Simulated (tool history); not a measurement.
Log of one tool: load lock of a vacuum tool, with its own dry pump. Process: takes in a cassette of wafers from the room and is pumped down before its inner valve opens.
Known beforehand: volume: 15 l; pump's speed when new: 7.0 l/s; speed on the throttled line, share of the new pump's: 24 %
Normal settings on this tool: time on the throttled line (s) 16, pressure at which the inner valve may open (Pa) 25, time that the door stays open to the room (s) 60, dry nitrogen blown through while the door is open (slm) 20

run,hour,time on the throttled line (s),pressure at which the inner valve may open (Pa),time that the door stays open to the room (s),dry nitrogen blown through while the door is open (slm),"incoming humidity of the room's air, %",time from the closed door until the inner valve may open (s),rise of the pressure with all valves shut (Pa/min)
1,0.0,16,25,60,20,45.6,31.4,0.236
2,279.7,16,25,60,20,48.3,31.2,0.242
3,632.3,16,25,60,20,45.4,30.9,0.244
4,980.9,16,25,60,20,49.5,32.1,0.264
5,1237.2,8,25,60,20,44.4,25.4,0.262
6,1449.3,8,25,60,20,45.8,24.9,0.267
7,1646.6,16,25,60,4,43.9,30.6,0.302
8,1923.5,16,25,60,4,43.4,31.9,0.302
9,2340.6,16,25,60,4,42.4,31.2,0.313
10,2663.8,16,25,60,4,45.8,31.9,0.334
11,2975.9,11,30,90,17,44.2,27.3,0.326
12,3424.6,17,25,60,17,46.2,32.4,0.322
13,3827.6,23,33,70,28,44.3,36.4,0.331
14,4030.1,17,40,78,10,40.4,30.6,0.355
15,4326.0,17,40,78,10,46.4,31.8,0.373
16,4689.8,10,31,45,18,47.0,27.8,0.355
17,4971.2,10,31,45,18,49.3,26.8,0.365
18,5357.8,10,25,80,20,44.4,28.1,0.386
19,5608.5,25,37,60,6,47.2,37.3,0.414

Consider 3 possible next runs. They are alternatives, not a sequence: every one starts from the tool as it was left by run 19. What does each give?
A,5958.3,16,37,60,6,44.4,?,?
B,5958.3,25,23,71,6,44.6,?,?
C,5958.3,9,25,161,18,44.9,?,?

run,time from the closed door until the inner valve may open (s),rise of the pressure with all valves shut (Pa/min)
A,30.4,0.420
B,38.4,0.438
C,27.2,0.453
Stripped of hidden state, with their random variation kept, the same runs would have yielded:
run,time from the closed door until the inner valve may open (s),rise of the pressure with all valves shut (Pa/min)
A,28.4,0.093
B,36.5,0.108
C,24.8,0.121
